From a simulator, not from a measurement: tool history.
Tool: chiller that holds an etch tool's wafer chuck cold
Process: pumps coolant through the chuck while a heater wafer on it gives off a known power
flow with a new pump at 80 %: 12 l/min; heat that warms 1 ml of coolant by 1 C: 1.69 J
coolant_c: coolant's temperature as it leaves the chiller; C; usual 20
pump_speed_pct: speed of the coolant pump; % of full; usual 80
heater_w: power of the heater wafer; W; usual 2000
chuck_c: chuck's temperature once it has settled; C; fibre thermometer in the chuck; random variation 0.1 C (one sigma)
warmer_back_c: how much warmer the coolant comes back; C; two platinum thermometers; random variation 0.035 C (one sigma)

run 1 hour=0.0 | coolant_c=20 pump_speed_pct=80 heater_w=2000 | chuck_c=42.6 warmer_back_c=5.98
run 2 hour=28.1 | coolant_c=20 pump_speed_pct=80 heater_w=2000 | chuck_c=42.6 warmer_back_c=5.94
run 3 hour=52.0 | coolant_c=20 pump_speed_pct=80 heater_w=2000 | chuck_c=42.5 warmer_back_c=5.98
run 4 hour=74.4 | coolant_c=20 pump_speed_pct=80 heater_w=1307 | chuck_c=34.6 warmer_back_c=3.88
run 5 hour=105.4 | coolant_c=20 pump_speed_pct=85 heater_w=1307 | chuck_c=33.8 warmer_back_c=3.68
run 6 hour=135.0 | coolant_c=20 pump_speed_pct=80 heater_w=2000 | chuck_c=42.7 warmer_back_c=5.94
run 7 hour=155.9 | coolant_c=20 pump_speed_pct=80 heater_w=2000 | chuck_c=42.7 warmer_back_c=5.98
run 8 hour=186.0 | coolant_c=20 pump_speed_pct=80 heater_w=2000 | chuck_c=42.6 warmer_back_c=5.94
run 9 hour=207.5 | coolant_c=20 pump_speed_pct=80 heater_w=2000 | chuck_c=42.6 warmer_back_c=5.97
run 10 hour=237.3 | coolant_c=20 pump_speed_pct=80 heater_w=2000 | chuck_c=42.8 warmer_back_c=6.00
run 11 hour=260.4 | coolant_c=20 pump_speed_pct=79 heater_w=2000 | chuck_c=42.8 warmer_back_c=6.08
run 12 hour=290.0 | coolant_c=20 pump_speed_pct=79 heater_w=2000 | chuck_c=42.9 warmer_back_c=6.08
-- hour=297.2 coolant pump overhauled
run 13 hour=318.4 | coolant_c=20 pump_speed_pct=79 heater_w=2000 | chuck_c=42.9 warmer_back_c=6.13
run 14 hour=335.1 | coolant_c=20 pump_speed_pct=79 heater_w=2000 | chuck_c=43.1 warmer_back_c=6.11
-- hour=355.6 coolant pump overhauled, once more
run 15 hour=364.6 | coolant_c=20 pump_speed_pct=79 heater_w=2000 | chuck_c=42.7 warmer_back_c=6.03
run 16 hour=394.2 | coolant_c=29 pump_speed_pct=65 heater_w=2666 | chuck_c=65.0 warmer_back_c=9.89
run 17 hour=424.7 | coolant_c=11 pump_speed_pct=92 heater_w=1293 | chuck_c=23.6 warmer_back_c=3.34
run 18 hour=449.6 | coolant_c=20 pump_speed_pct=87 heater_w=1137 | chuck_c=31.7 warmer_back_c=3.09
run 19 hour=480.9 | coolant_c=20 pump_speed_pct=87 heater_w=1137 | chuck_c=31.8 warmer_back_c=3.11
run 20 hour=511.5 | coolant_c=26 pump_speed_pct=94 heater_w=2882 | chuck_c=54.7 warmer_back_c=7.20
run 21 hour=541.2 | coolant_c=20 pump_speed_pct=86 heater_w=2000 | chuck_c=41.3 warmer_back_c=5.43
run 22 hour=572.7 | coolant_c=20 pump_speed_pct=86 heater_w=2000 | chuck_c=41.2 warmer_back_c=5.52
run 23 hour=601.2 | coolant_c=11 pump_speed_pct=67 heater_w=2000 | chuck_c=37.3 warmer_back_c=7.24
-- hour=624.0 chiller's thermometer calibrated
run 24 hour=625.4 | coolant_c=11 pump_speed_pct=67 heater_w=1178 | chuck_c=27.0 warmer_back_c=4.27
run 25 hour=656.5 | coolant_c=11 pump_speed_pct=67 heater_w=1178 | chuck_c=27.2 warmer_back_c=4.26

Run 26 comes next. What will it give?
run 26 hour=670.5 | coolant_c=11 pump_speed_pct=67 heater_w=1178 | chuck_c=? warmer_back_c=?

chuck_c: 27.2 C
warmer_back_c: 4.23 C
Without the tool's hidden state the same run would have given chuck_c 26.2 C, warmer_back_c 4.20 C.

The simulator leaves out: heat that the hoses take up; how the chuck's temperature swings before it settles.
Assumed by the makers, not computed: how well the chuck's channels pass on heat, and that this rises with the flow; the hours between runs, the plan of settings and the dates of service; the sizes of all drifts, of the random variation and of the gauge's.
